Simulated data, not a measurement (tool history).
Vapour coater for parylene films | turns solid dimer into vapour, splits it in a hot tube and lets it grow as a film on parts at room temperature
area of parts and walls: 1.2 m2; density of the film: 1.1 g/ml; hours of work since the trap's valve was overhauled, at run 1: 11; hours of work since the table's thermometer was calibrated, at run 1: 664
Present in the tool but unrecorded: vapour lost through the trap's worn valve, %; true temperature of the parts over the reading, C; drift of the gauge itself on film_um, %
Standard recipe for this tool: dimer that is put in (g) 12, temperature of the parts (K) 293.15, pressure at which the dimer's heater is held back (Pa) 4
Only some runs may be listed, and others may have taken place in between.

run	day	dimer that is put in (g)	temperature of the parts (K)	pressure at which the dimer's heater is held back (Pa)	hours of work since the trap's valve was overhauled	hours of work since the table's thermometer was calibrated	thickness of the film (um)
1	0	12	293.15	4	11	664	4.36
2	0.554	12	293.15	4	20	673	4.39
3	1.1	12	304.15	4	30	683	2.91
4	1.929	12	294.15	4	44	698	4.17
5	2.442	12	293.15	2.37	53	707	4.74
6	3.158	12	295.15	10.58	66	719	3.44
7	3.879	12	291.15	4	79	732	4.65
8	4.371	8	300.15	4	87	741	2.24
9	5.246	8	293.15	2.21	103	756	3.11
10	6.138	8	293.15	2.21	118	772	3.08

For some of the steps in thickness of the film (um) from one run to the next: how much would appear even if the tool had no hidden state, given the settings, what came in and random variation, and how much remains for the hidden state plus any gauge scatter that the measured result and the result without hidden state don't share?
Run 2 -> 3: temperature of the parts (K) 293.15 -> 304.15. thickness of the film (um) -1.48: hidden state -0.02, all else -1.46.
Run 7 -> 8: dimer that is put in (g) 12 -> 8, temperature of the parts (K) 291.15 -> 300.15. thickness of the film (um) -2.41: hidden state -0.01, all else -2.4.

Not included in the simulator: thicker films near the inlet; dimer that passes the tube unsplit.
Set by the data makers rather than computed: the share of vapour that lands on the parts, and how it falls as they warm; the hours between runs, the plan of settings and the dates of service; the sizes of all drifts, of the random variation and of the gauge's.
